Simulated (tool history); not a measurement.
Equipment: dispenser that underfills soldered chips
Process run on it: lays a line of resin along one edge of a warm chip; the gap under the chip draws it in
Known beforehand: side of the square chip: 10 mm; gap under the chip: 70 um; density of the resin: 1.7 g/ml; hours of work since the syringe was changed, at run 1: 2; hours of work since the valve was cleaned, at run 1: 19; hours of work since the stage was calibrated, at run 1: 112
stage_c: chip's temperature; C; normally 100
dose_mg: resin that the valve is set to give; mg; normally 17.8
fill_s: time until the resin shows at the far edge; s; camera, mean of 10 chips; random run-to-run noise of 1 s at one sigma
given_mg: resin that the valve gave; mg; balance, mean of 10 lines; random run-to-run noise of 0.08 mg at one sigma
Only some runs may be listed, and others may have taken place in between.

run	hour	stage_c	dose_mg	hours of work since the syringe was changed	hours of work since the valve was cleaned	hours of work since the stage was calibrated	fill_s	given_mg
1	0	100	17.8	2	19	112	108.6	17.69
2	5.6	100	19.8	6	23	117	147.8	19.58
# hour 9.1: new syringe of resin
3	9.1	100	17.8	0	26	119	97.5	17.55
4	12.5	100	17.8	3	28	122	117.4	17.76
5	15.1	100	17.8	5	30	124	135.4	17.45
6	19.2	100	17.8	8	34	127	171.1	17.43
# hour 20.4: new syringe of resin
7	23.8	100	17.8	3	37	131	115.4	17.67
8	29.7	100	17.8	7	42	135	162.6	17.51
# hour 31.5: new syringe of resin
9	33.3	100	17.8	1	44	138	110.6	17.55
10	38.2	100	16.8	5	48	142	143	16.46
# hour 42.6: new syringe of resin
11	43.6	100	17.8	1	52	146	104.1	17.36
12	47.5	100	17.8	4	56	149	127.9	17.44
13	51.2	100	17.8	7	58	152	155.1	17.21
# hour 53.8: new syringe of resin
14	56.3	100	17.8	2	62	156	111.8	17.35
15	59.5	113	17.8	5	65	158	98.9	17.1
16	63.2	100	17.8	8	68	161	168.1	17.24
# hour 64.9: new syringe of resin
17	68.2	100	17.8	3	72	165	118.5	17.18
18	71.4	91	17.8	5	74	168	182.3	17.1
19	74	91	17.8	7	76	170	205.1	17.11
# hour 76: new syringe of resin
20	77.7	90	19.7	1	79	172	141.1	18.94
21	83.1	100	17.5	6	83	177	147.7	16.78
22	85.8	110	19.4	8	85	179	132	18.45

Run 23 comes next. What will it give?
# hour 87: new syringe of resin
23	90.2	100	16.1	3	89	182	?	?

fill_s: 119.4 s
given_mg: 15.31 mg
If the tool had no hidden condition, the same run with the same run-to-run variation would have returned fill_s 99.8 s, given_mg 15.98 mg.
